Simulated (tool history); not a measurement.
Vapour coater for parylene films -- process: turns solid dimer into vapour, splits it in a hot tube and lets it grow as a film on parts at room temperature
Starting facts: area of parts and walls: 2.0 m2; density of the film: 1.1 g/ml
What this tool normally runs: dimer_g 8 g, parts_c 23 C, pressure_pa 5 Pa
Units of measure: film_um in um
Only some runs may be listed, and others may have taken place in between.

| run | hour | dimer_g | parts_c | pressure_pa | film_um |
|---|---|---|---|---|---|
| 1 | 0 | 8 | 23 | 5 | 1.95 |
| 2 | 14.4 | 8 | 23 | 5 | 1.9 |
| 3 | 26 | 8 | 22 | 5 | 1.96 |
| 4 | 48.4 | 8 | 22 | 5 | 1.96 |
| 5 | 73.7 | 8 | 22 | 5 | 1.92 |
| 6 | 88.3 | 8 | 22 | 5 | 1.93 |
| 7 | 101.9 | 8 | 22 | 5 | 1.9 |
|  | 119.9 | trap's valve overhauled |
| 8 | 123 | 8 | 22 | 5 | 2.1 |
| 9 | 144.7 | 8 | 22 | 5 | 2.09 |
| 10 | 162.1 | 8 | 22 | 5 | 2.08 |
| 11 | 188.8 | 8 | 22 | 5 | 2.04 |
| 12 | 207.8 | 8 | 22 | 5 | 2.03 |
| 13 | 221.6 | 8 | 22 | 5 | 2 |
| 14 | 243.9 | 8 | 23 | 5 | 1.93 |
| 15 | 268.8 | 4 | 23 | 5 | 0.98 |
| 16 | 288.6 | 8 | 23 | 2.37 | 2.21 |
| 17 | 302.8 | 8 | 23 | 5 | 1.87 |
| 18 | 328.8 | 8 | 23 | 5 | 1.84 |
| 19 | 352.2 | 8 | 17 | 5 | 2.2 |
| 20 | 372.9 | 8 | 17 | 5 | 2.24 |
|  | 385.5 | trap's valve overhauled |
| 21 | 392.1 | 8 | 17 | 5 | 2.44 |
| 22 | 408.4 | 7 | 34 | 7.19 | 1.18 |
| 23 | 432.7 | 7 | 34 | 7.19 | 1.13 |
| 24 | 456.3 | 7 | 31 | 7.19 | 1.25 |
| 25 | 479.2 | 10 | 24 | 8.33 | 2.15 |
| 26 | 498.2 | 10 | 24 | 8.33 | 2.13 |
| 27 | 524.6 | 3 | 32 | 2.87 | 0.61 |
| 28 | 543.8 | 7 | 18 | 5.76 | 1.9 |
| 29 | 562.5 | 7 | 22 | 10.01 | 1.5 |
| 30 | 580.1 | 9 | 15 | 6.26 | 2.53 |
| 31 | 599.1 | 9 | 15 | 6.26 | 2.48 |
| 32 | 621.2 | 4 | 19 | 4.18 | 1.08 |
| 33 | 639.8 | 11 | 24 | 5 | 2.45 |
|  | 650.6 | trap's valve overhauled |
| 34 | 659.2 | 11 | 24 | 5 | 2.7 |
| 35 | 671.9 | 10 | 24 | 5 | 2.47 |

What if the next run were any one of these 3? Each begins from the tool's condition after run 35:
| A | 695.8 | 10 | 33 | 5 | ? |
| B | 695.8 | 7 | 24 | 5 | ? |
| C | 695.8 | 14 | 27 | 9.88 | ? |

| run | film_um |
|---|---|
| A | 1.79 |
| B | 1.67 |
| C | 2.71 |
What these runs would have given with no unlogged condition in the tool:
| run | film_um |
|---|---|
| A | 1.84 |
| B | 1.72 |
| C | 2.78 |
